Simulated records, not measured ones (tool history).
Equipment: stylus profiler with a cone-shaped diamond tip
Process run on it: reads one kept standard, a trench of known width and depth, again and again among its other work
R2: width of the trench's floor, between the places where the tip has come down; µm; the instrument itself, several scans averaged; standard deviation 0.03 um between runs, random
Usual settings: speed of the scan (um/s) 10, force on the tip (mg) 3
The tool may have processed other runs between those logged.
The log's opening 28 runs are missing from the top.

Run 29, hour 579.4: usual settings but speed of the scan (um/s) 29, force on the tip (mg) 1.04. Result: depth of the trench (Å) 5042.1, R2 15.17 µm.
Run 30, hour 596.1: usual settings but speed of the scan (um/s) 23, force on the tip (mg) 3.02. Result: depth of the trench (Å) 5073.9, R2 15.17 µm.
Run 31, hour 614.5: usual settings but speed of the scan (um/s) 7, force on the tip (mg) 3.23. Result: depth of the trench (Å) 5077.7, R2 15.26 µm.
Run 32, hour 635.7: usual settings but speed of the scan (um/s) 6, force on the tip (mg) 3.23. Result: depth of the trench (Å) 5077.1, R2 15.28 µm.
Run 33, hour 653.2: usual settings but speed of the scan (um/s) 6, force on the tip (mg) 3.23. Result: depth of the trench (Å) 5077.6, R2 15.22 µm.
Run 34, hour 671.7: usual settings but speed of the scan (um/s) 29, force on the tip (mg) 1.73. Result: depth of the trench (Å) 5055.5, R2 15.16 µm.
Run 35, hour 690.5: usual settings but speed of the scan (um/s) 29, force on the tip (mg) 1.73. Result: depth of the trench (Å) 5055.4, R2 15.18 µm.
Run 36, hour 716.1: usual settings but speed of the scan (um/s) 38, force on the tip (mg) 1.39. Result: depth of the trench (Å) 5049.3, R2 15.14 µm.
Run 37, hour 733.4: usual settings but speed of the scan (um/s) 38, force on the tip (mg) 1.39. Result: depth of the trench (Å) 5052.2, R2 15.12 µm.
Run 38, hour 754.1: usual settings but force on the tip (mg) 2.12. Result: depth of the trench (Å) 5063.2, R2 15.19 µm.
Run 39, hour 776.9: usual settings but force on the tip (mg) 2.7. Result: depth of the trench (Å) 5070.6, R2 15.18 µm.
Run 40, hour 800.4: usual settings but speed of the scan (um/s) 3, force on the tip (mg) 1.54. Result: depth of the trench (Å) 5053, R2 15.26 µm.
Run 41, hour 822.2: usual settings but speed of the scan (um/s) 3, force on the tip (mg) 1.54. Result: depth of the trench (Å) 5054.9, R2 15.15 µm.
Run 42, hour 843.7: usual settings but speed of the scan (um/s) 9, force on the tip (mg) 7.17. Result: depth of the trench (Å) 5123.4, R2 15.21 µm.
Run 43, hour 873.7: usual settings but speed of the scan (um/s) 21, force on the tip (mg) 1.07. Result: depth of the trench (Å) 5046.1, R2 15.09 µm.
Run 44, hour 899.8: usual settings but speed of the scan (um/s) 13, force on the tip (mg) 2.66. Result: depth of the trench (Å) 5073.6, R2 15.1 µm.
Run 45, hour 917: usual settings but speed of the scan (um/s) 5, force on the tip (mg) 1.62. Result: depth of the trench (Å) 5059.2, R2 15.12 µm.
Run 46, hour 936: usual settings but force on the tip (mg) 1.61. Result: depth of the trench (Å) 5055.9, R2 15.21 µm.

4 options for the next run, each taken on its own from the tool as it stands now. Forecast them:
Run A, hour 955.5: usual settings but speed of the scan (um/s) 3, force on the tip (mg) 2.63. Result: depth of the trench (Å) ?, R2 ?.
Run B, hour 955.5: usual settings but speed of the scan (um/s) 20. Result: depth of the trench (Å) ?, R2 ?.
Run C, hour 955.5: usual settings but speed of the scan (um/s) 12, force on the tip (mg) 2.32. Result: depth of the trench (Å) ?, R2 ?.
Run D, hour 955.5: usual settings but speed of the scan (um/s) 4, force on the tip (mg) 3.95. Result: depth of the trench (Å) ?, R2 ?.

run  depth of the trench (Å)     R2
  A                   5074.1  15.16
  B                   5077.3   15.1
  C                   5067.8  15.14
  D                   5090.4  15.17
What these runs would have given with no unlogged condition in the tool:
run  depth of the trench (Å)     R2
  A                   5053.8  15.66
  B                     5057   15.6
  C                   5047.5  15.64
  D                   5070.1  15.66
